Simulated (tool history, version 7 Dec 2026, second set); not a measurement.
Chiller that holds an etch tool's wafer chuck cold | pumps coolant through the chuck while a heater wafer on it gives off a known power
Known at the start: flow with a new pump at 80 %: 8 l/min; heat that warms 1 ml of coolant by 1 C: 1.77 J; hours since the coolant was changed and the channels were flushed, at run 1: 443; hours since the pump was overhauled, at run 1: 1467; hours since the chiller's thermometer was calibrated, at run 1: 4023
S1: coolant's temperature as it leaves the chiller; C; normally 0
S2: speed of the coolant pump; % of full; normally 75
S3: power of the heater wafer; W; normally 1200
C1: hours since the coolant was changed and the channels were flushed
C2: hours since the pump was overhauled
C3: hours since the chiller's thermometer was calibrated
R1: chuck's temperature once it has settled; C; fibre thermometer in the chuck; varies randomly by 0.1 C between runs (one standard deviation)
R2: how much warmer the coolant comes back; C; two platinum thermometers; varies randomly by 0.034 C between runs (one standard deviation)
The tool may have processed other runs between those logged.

run     day   S1  S2    S3   C1    C2    C3    R1    R2
  1   0.000    0  75  1200  443  1467  4023   9.7  5.43
      0.883  -- chiller's thermometer calibrated
  2   1.408    0  75  1200  476  1500    13   9.6  5.50
  3   2.454    0  75  1200  501  1525    38   9.4  5.41
  4   4.229    0  75  1200  544  1567    80   9.8  5.38
  5   6.175    0  75  1200  590  1614   127   9.6  5.41
  6   7.067    0  75  1200  612  1635   148   9.7  5.40
  7   8.679    0  75  1200  651  1674   187   9.6  5.41
  8   9.875    0  75  1200  679  1703   216   9.5  5.45
  9  11.025    0  75  1408  707  1730   243  11.1  6.43
 10  12.200    0  75  1408  735  1759   272  11.5  6.41
 11  13.108  -10  75   865  757  1780   293  -3.0  3.93
 12  14.388   -9  84  1448  788  1811   324   1.2  5.75
 13  15.904    0  75  1391  824  1847   360  11.1  6.33
 14  16.996    8  81   796  850  1874   387  13.9  3.32
 15  18.121    5  75  1200  877  1901   414  14.6  5.47
 16  19.825   -2  75  1200  918  1942   455   7.7  5.44
 17  21.025   -2  75  1200  947  1970   483   7.6  5.44
 18  21.879   -2  75  1200  967  1991   504   7.6  5.52
 19  22.958   -2  75  1200  993  2017   530   7.6  5.45

Hidden condition of the tool, last listed run before each entry between runs versus first listed run after:
After run 1, before run 2: chiller's thermometer calibrated (day 0.883)
  both runs share identical hidden conditions

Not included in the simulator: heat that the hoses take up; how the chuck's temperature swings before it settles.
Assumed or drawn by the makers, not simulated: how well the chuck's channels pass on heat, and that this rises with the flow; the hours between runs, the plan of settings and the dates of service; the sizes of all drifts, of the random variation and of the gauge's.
